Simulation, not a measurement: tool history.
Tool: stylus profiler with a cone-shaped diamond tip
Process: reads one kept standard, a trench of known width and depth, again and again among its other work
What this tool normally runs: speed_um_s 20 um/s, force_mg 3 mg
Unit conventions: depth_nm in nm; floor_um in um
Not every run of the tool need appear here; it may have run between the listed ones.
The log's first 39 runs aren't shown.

| run | hour | speed_um_s | force_mg | scans with this tip | hours of work since the height scale was calibrated | depth_nm | floor_um |
|---|---|---|---|---|---|---|---|
| 40 | 1564.9 | 20 | 1.01 | 9014 | 605 | 1005.59 | 25.82 |
| 41 | 1606 | 20 | 1.01 | 9130 | 628 | 1005.19 | 25.93 |
| 42 | 1636 | 56 | 1.19 | 9215 | 645 | 1006.57 | 25.61 |
| 43 | 1682.5 | 79 | 7.42 | 9347 | 672 | 1021.48 | 25.79 |
| 44 | 1730.9 | 31 | 2.82 | 9485 | 700 | 1011.43 | 25.83 |
| 45 | 1784.3 | 18 | 4.16 | 9636 | 730 | 1014.42 | 25.9 |
| 46 | 1830.5 | 78 | 2.41 | 9767 | 757 | 1010.42 | 25.66 |
| 47 | 1861.6 | 78 | 2.41 | 9855 | 774 | 1010.26 | 25.63 |

Alternative continuations, all from the tool just after run 47; predict every row:
| A | 1888.1 | 69 | 2.92 | 9931 | 790 | ? | ? |
| B | 1888.1 | 32 | 4.49 | 9931 | 790 | ? | ? |
| C | 1888.1 | 12 | 7.83 | 9931 | 790 | ? | ? |

| run | depth_nm | floor_um |
|---|---|---|
| A | 1011.62 | 25.67 |
| B | 1015.44 | 25.84 |
| C | 1022.6 | 25.98 |
With no hidden state in the tool, these same runs would have given:
| run | depth_nm | floor_um |
|---|---|---|
| A | 1011.59 | 25.68 |
| B | 1015.42 | 25.86 |
| C | 1022.57 | 26 |

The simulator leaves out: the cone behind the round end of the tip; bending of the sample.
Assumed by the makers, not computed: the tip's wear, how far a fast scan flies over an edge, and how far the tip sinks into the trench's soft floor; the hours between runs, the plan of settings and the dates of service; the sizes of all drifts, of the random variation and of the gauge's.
